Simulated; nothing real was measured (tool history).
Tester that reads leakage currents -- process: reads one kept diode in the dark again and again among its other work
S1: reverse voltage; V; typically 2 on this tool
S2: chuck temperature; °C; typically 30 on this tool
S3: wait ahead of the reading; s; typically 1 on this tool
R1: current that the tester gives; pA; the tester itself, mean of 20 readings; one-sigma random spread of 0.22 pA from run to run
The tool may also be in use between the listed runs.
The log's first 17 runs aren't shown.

run	hour	S1	S2	S3	R1
18	358.9	10.92	30	1	198.55
19	381.7	2	30	1	73.92
20	400.4	2	30	1	74.29
21	427.2	2	30	1	73.3
22	453.8	2	30	1	73.38
23	479.3	7.38	42	2.98	418.25
24	507.5	7.38	42	2.98	417.82
25	529.3	7.38	42	2.98	416.22
26	553	2	33	0.49	94.53
27	568.6	2	30	0.53	72.84
28	596.2	2	30	0.53	72.94
29	624	2	30	0.53	72.35
30	647.7	2	24	1	42.5
31	678	2	57	1	621.52
32	702.8	2	35	0.87	109.63
33	722.4	2	35	0.87	108.67
34	751.3	6.62	30	1	142.08
35	775.6	6.62	30	4.35	140.73
36	798.1	5.28	30	7.1	123.23
37	816.2	2	31	6.08	76.52
38	837.6	2	31	6.08	75.93
39	856.3	5.88	27	1.65	101.5
40	877.3	5.88	27	1.65	101.59
41	898.7	9.7	27	9.49	136.08

Each row is a separate what-if for the run after 41, all from the same tool condition, not one after another. Results?
A	919.3	9.7	27	1.07	?
B	919.3	11.34	31	9.49	?
C	919.3	2	30	1.04	?

run	R1
A	137.38
B	207.78
C	69.62
The same runs, with their run-to-run variation unchanged, on a tool lacking any hidden condition would have given:
run	R1
A	136.92
B	210.88
C	72.83
